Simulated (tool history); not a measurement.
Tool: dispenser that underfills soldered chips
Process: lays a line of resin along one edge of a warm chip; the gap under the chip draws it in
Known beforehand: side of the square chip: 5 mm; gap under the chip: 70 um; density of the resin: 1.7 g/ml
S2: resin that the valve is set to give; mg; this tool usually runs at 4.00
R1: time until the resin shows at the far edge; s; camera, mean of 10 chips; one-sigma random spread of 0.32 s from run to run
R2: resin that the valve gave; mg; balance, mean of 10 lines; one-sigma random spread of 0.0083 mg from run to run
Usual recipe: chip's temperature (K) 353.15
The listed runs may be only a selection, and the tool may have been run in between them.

Run 1, hour 0.0: usual settings. Result: R1 15.2 s, R2 3.968 mg.
Run 2, hour 3.7: usual settings. Result: R1 19.4 s, R2 3.954 mg.
At hour 5.7: new syringe of resin.
Run 3, hour 10.7: usual settings. Result: R1 16.0 s, R2 3.963 mg.
At hour 15.5: new syringe of resin.
Run 4, hour 15.8: usual settings. Result: R1 11.9 s, R2 3.932 mg.
Run 5, hour 20.0: usual settings. Result: R1 15.4 s, R2 3.920 mg.
At hour 25.6: new syringe of resin.
Run 6, hour 27.4: usual settings but S2 3.41 mg. Result: R1 14.2 s, R2 3.330 mg.
Run 7, hour 33.9: usual settings but S2 3.41 mg. Result: R1 19.3 s, R2 3.319 mg.
At hour 35.4: new syringe of resin.
Run 8, hour 38.6: usual settings but S2 3.41 mg. Result: R1 15.3 s, R2 3.305 mg.
Run 9, hour 42.7: usual settings but chip's temperature (K) 355.15, S2 3.41 mg. Result: R1 17.9 s, R2 3.279 mg.
At hour 45.3: dispensing valve cleaned and set on the balance.
At hour 46.7: new syringe of resin.
Run 10, hour 49.2: usual settings but S2 3.63 mg. Result: R1 14.5 s, R2 3.627 mg.
At hour 56.5: new syringe of resin.
Run 11, hour 56.6: usual settings. Result: R1 12.3 s, R2 3.992 mg.
Run 12, hour 63.9: usual settings but chip's temperature (K) 362.15, S2 3.79 mg. Result: R1 13.2 s, R2 3.757 mg.
At hour 66.4: new syringe of resin.
Run 13, hour 70.3: usual settings but chip's temperature (K) 364.15, S2 4.87 mg. Result: R1 9.9 s, R2 4.796 mg.
Run 14, hour 74.1: usual settings but chip's temperature (K) 344.15, S2 4.16 mg. Result: R1 26.0 s, R2 4.105 mg.
At hour 76.5: new syringe of resin.
Run 15, hour 79.2: usual settings but chip's temperature (K) 347.15, S2 3.47 mg. Result: R1 18.4 s, R2 3.408 mg.
Run 16, hour 83.9: usual settings but chip's temperature (K) 347.15, S2 3.47 mg. Result: R1 23.9 s, R2 3.413 mg.
At hour 86.3: new syringe of resin.
Run 17, hour 88.9: usual settings but chip's temperature (K) 347.15, S2 3.47 mg. Result: R1 18.8 s, R2 3.400 mg.
Run 18, hour 95.2: usual settings but chip's temperature (K) 347.15, S2 3.47 mg. Result: R1 26.8 s, R2 3.383 mg.
At hour 96.3: new syringe of resin.
Run 19, hour 100.4: usual settings but chip's temperature (K) 362.15, S2 3.78 mg. Result: R1 11.2 s, R2 3.679 mg.
At hour 106.3: new syringe of resin.
At hour 107.3: dispensing valve cleaned and set on the balance.
Run 20, hour 108.9: usual settings but chip's temperature (K) 362.15, S2 3.78 mg. Result: R1 9.8 s, R2 3.768 mg.
Run 21, hour 112.9: usual settings but S2 4.38 mg. Result: R1 16.0 s, R2 4.372 mg.

4 options for the next run, each taken on its own from the tool as it stands now. Forecast them:
Run A, hour 116.3: usual settings but chip's temperature (K) 358.15, S2 4.69 mg. Result: R1 ?, R2 ?.
Run B, hour 116.3: usual settings but chip's temperature (K) 359.15, S2 3.52 mg. Result: R1 ?, R2 ?.
Run C, hour 116.3: usual settings but chip's temperature (K) 364.15, S2 4.38 mg. Result: R1 ?, R2 ?.
Run D, hour 116.3: usual settings but chip's temperature (K) 346.15, S2 4.21 mg. Result: R1 ?, R2 ?.

run    R1     R2
  A  15.8  4.648
  B  16.2  3.497
  C  13.4  4.353
  D  24.7  4.191
With the hidden condition removed and each run's random variation left untouched, the same runs would have given:
run    R1     R2
  A   9.3  4.677
  B   9.4  3.519
  C   8.1  4.380
  D  14.5  4.217
